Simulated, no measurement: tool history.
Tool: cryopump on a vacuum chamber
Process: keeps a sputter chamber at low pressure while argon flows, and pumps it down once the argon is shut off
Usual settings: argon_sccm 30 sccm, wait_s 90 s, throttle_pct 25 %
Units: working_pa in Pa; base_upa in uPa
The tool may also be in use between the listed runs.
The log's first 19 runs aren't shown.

run,hour,argon_sccm,wait_s,throttle_pct,hours of work since the pump was warmed up and emptied,hours of work since the cold head was overhauled,hours of work since the chamber's fittings were tightened,working_pa,base_upa
20,905.9,52,90,40,307,2623,1391,0.2045,1.09
21,962.2,52,90,40,349,2665,1433,0.2075,1.11
22,1032.7,52,32,40,401,2716,1485,0.2079,1.72
23,1079.1,18,115,16,435,2751,1519,0.1739,1.14
# hour 1090.5: pump warmed up, emptied and cooled again
24,1150.5,30,48,18,44,2799,1567,0.2527,1.41
25,1217.8,35,73,43,94,2849,1617,0.1260,1.22
26,1259.4,35,73,43,124,2879,1648,0.1261,1.20
27,1323.3,35,73,43,171,2926,1695,0.1267,1.26
28,1354.8,35,73,43,194,2950,1718,0.1273,1.32
29,1415.0,35,73,43,239,2994,1762,0.1293,1.32
30,1459.1,30,100,26,271,3026,1794,0.1776,1.20
31,1523.4,30,100,26,318,3074,1842,0.1796,1.26
32,1572.6,34,90,25,355,3110,1878,0.2138,1.38
33,1619.9,13,34,17,389,3145,1913,0.1185,1.84
34,1651.6,20,219,25,413,3168,1936,0.1247,1.18

Forecast each of these 4 alternatives for the next run:
# hour 1697.0: pump warmed up, emptied and cooled again
A,1721.7,14,299,28,18,3216,1984,?,?
# hour 1697.0: pump warmed up, emptied and cooled again
B,1721.7,20,23,34,18,3216,1984,?,?
# hour 1697.0: pump warmed up, emptied and cooled again
C,1721.7,32,64,25,18,3216,1984,?,?
# hour 1697.0: pump warmed up, emptied and cooled again
D,1721.7,20,26,24,18,3216,1984,?,?

run,working_pa,base_upa
A,0.0764,1.04
B,0.0911,2.07
C,0.1948,1.38
D,0.1272,2.03
Without the tool's hidden state the same runs would have given:
run,working_pa,base_upa
A,0.0753,0.36
B,0.0894,1.39
C,0.1922,0.67
D,0.1255,1.32
